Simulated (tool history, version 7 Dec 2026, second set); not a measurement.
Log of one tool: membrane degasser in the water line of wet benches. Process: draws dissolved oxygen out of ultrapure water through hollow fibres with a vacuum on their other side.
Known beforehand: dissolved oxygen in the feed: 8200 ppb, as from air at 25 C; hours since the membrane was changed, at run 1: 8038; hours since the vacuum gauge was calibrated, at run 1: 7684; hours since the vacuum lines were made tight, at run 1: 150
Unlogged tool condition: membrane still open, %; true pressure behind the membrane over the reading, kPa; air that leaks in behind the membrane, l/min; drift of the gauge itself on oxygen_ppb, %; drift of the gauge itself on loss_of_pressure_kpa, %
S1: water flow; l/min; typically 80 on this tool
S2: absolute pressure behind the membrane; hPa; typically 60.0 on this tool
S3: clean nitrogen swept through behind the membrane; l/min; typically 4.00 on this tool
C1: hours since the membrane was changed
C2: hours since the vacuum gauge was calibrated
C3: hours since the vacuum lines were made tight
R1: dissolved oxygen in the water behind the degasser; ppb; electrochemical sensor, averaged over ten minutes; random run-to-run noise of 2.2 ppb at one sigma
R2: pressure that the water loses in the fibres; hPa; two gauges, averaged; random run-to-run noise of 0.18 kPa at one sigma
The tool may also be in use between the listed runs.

run	hour	S1	S2	S3	C1	C2	C3	R1	R2
1	0.0	80	60.0	4.00	8038	7684	150	209.8	342.6
# hour 69.6: vacuum gauge calibrated
2	122.5	80	60.0	4.00	8160	53	272	213.2	346.2
3	253.7	80	60.0	4.00	8292	184	403	214.1	344.7
4	471.7	80	60.0	4.00	8510	402	621	214.1	344.4
5	631.4	80	60.0	4.00	8669	562	781	211.3	344.7
6	762.2	80	60.0	4.00	8800	693	911	212.3	346.0
7	866.8	80	60.0	4.00	8905	797	1016	212.1	344.3
8	961.0	80	60.0	4.00	8999	891	1110	213.6	347.4
9	1054.7	80	60.0	4.00	9093	985	1204	211.9	346.9
10	1257.5	80	60.0	4.00	9295	1188	1407	209.7	347.3
11	1391.2	80	60.0	4.00	9429	1322	1540	213.9	345.5
12	1498.3	92	67.0	9.24	9536	1429	1647	199.4	398.0
13	1655.0	80	60.0	3.25	9693	1585	1804	236.7	346.2
14	1752.7	66	60.0	10.17	9791	1683	1902	108.1	284.0
15	1871.0	96	60.0	10.17	9909	1801	2020	191.9	414.3
16	1963.0	88	39.1	5.23	10001	1893	2112	134.8	379.4
17	2148.3	118	95.4	7.60	10186	2079	2297	385.6	503.3
18	2280.6	118	95.4	7.60	10319	2211	2430	393.2	509.0
19	2462.7	80	125.1	2.03	10501	2393	2612	766.0	344.2
20	2609.2	80	37.8	2.97	10647	2540	2758	124.5	345.5
21	2698.9	80	125.3	4.00	10737	2629	2848	476.4	344.4
22	2870.3	80	132.9	4.00	10908	2801	3019	514.5	344.1

What if the next run were any one of these 4? Each begins from the tool's condition after run 22:
A	3013.6	120	63.8	4.00	11052	2944	3163	?	?
B	3013.6	85	82.2	4.00	11052	2944	3163	?	?
C	3013.6	80	69.6	7.12	11052	2944	3163	?	?
D	3013.6	51	60.0	4.00	11052	2944	3163	?	?

run	R1	R2
A	375.3	515.1
B	328.3	366.8
C	184.6	346.4
D	118.8	218.6
With no hidden state in the tool, these same runs would have given:
run	R1	R2
A	374.9	514.8
B	328.0	366.6
C	184.3	346.3
D	118.7	218.5
